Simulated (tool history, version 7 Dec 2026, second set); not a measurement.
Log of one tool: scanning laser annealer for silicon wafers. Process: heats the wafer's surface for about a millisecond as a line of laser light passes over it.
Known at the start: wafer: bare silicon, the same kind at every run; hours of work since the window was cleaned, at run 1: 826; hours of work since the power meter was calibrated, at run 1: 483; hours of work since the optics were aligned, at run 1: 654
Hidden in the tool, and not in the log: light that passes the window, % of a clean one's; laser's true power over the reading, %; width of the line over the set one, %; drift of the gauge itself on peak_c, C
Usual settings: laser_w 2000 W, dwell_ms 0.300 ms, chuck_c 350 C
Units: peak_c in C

run	day	laser_w	dwell_ms	chuck_c	hours of work since the window was cleaned	hours of work since the power meter was calibrated	hours of work since the optics were aligned	peak_c
1	0.000	2000	0.300	350	826	483	654	1019
# day 1.862: window over the wafer cleaned
2	2.888	2000	0.300	350	11	513	685	1047
3	5.171	2000	0.300	350	36	538	709	1047
4	6.821	2000	0.300	350	53	556	727	1044
5	9.883	2000	0.300	350	86	589	760	1045
6	13.450	2000	0.300	350	125	627	798	1043
7	17.288	2000	0.300	350	166	668	839	1043
8	20.742	2000	0.300	350	203	705	876	1040
9	23.967	2000	0.300	350	238	740	911	1036
10	27.579	2000	0.300	350	276	779	950	1035
11	30.483	2000	0.300	350	308	810	981	1034
12	32.908	2000	0.300	350	334	836	1007	1031
13	34.700	2000	0.300	350	353	855	1027	1032
14	36.417	2000	0.300	350	371	874	1045	1035
15	39.888	2000	0.300	350	409	911	1082	1029
16	41.883	2000	0.300	349	430	933	1104	1026
17	43.921	2000	0.300	349	452	954	1126	1025
18	46.700	2000	0.300	349	482	984	1156	1024
19	49.754	2000	0.378	349	515	1017	1188	1092
# day 50.096: laser's power meter calibrated
20	52.933	2000	0.378	349	548	30	1221	1095
21	55.850	1906	0.378	349	579	62	1253	1056
22	57.817	1906	0.378	349	600	83	1274	1058
23	61.179	2000	0.254	356	636	119	1310	977
24	63.950	1704	0.254	341	666	149	1340	875
# day 65.738: laser's power meter calibrated, once more
25	67.325	1704	0.254	341	701	17	1375	877
26	68.950	2017	0.361	317	718	35	1392	1042
27	71.708	2032	0.300	368	748	64	1422	1040
28	74.929	2062	0.294	338	783	99	1456	1016
29	78.400	2073	0.352	373	820	136	1494	1108
# day 80.729: window over the wafer cleaned
30	81.525	1841	0.268	321	9	169	1526	927
31	84.533	1824	0.300	350	41	201	1559	982
32	88.275	1964	0.234	326	81	241	1599	931
33	91.871	2018	0.300	350	120	280	1638	1042
34	93.783	2000	0.312	386	140	301	1658	1084
35	96.812	1958	0.274	350	173	333	1691	997
36	99.671	1840	0.271	347	204	364	1721	948
37	102.929	2030	0.248	363	239	399	1756	996
# day 104.371: optics aligned, line set to its width
38	105.850	1854	0.261	372	268	428	16	979
39	107.450	1854	0.261	372	285	445	33	980
40	111.333	1831	0.286	364	327	487	75	986
41	113.879	1831	0.286	364	354	514	102	986
42	117.346	1831	0.286	364	391	552	140	984

Measured less the same run without the tool's hidden state. The same run-to-run variation is in both; the gauge's scatter may not be:
run	peak_c
1	-35
2	-7
3	-9
4	-10
5	-11
6	-12
7	-14
8	-16
9	-18
10	-19
11	-21
12	-22
13	-22
14	-24
15	-26
16	-26
17	-27
18	-28
19	-33
20	-35
21	-34
22	-36
23	-33
24	-30
25	-30
26	-42
27	-41
28	-42
29	-47
30	-14
31	-16
32	-17
33	-20
34	-21
35	-22
36	-21
37	-24
38	-11
39	-11
40	-13
41	-14
42	-16
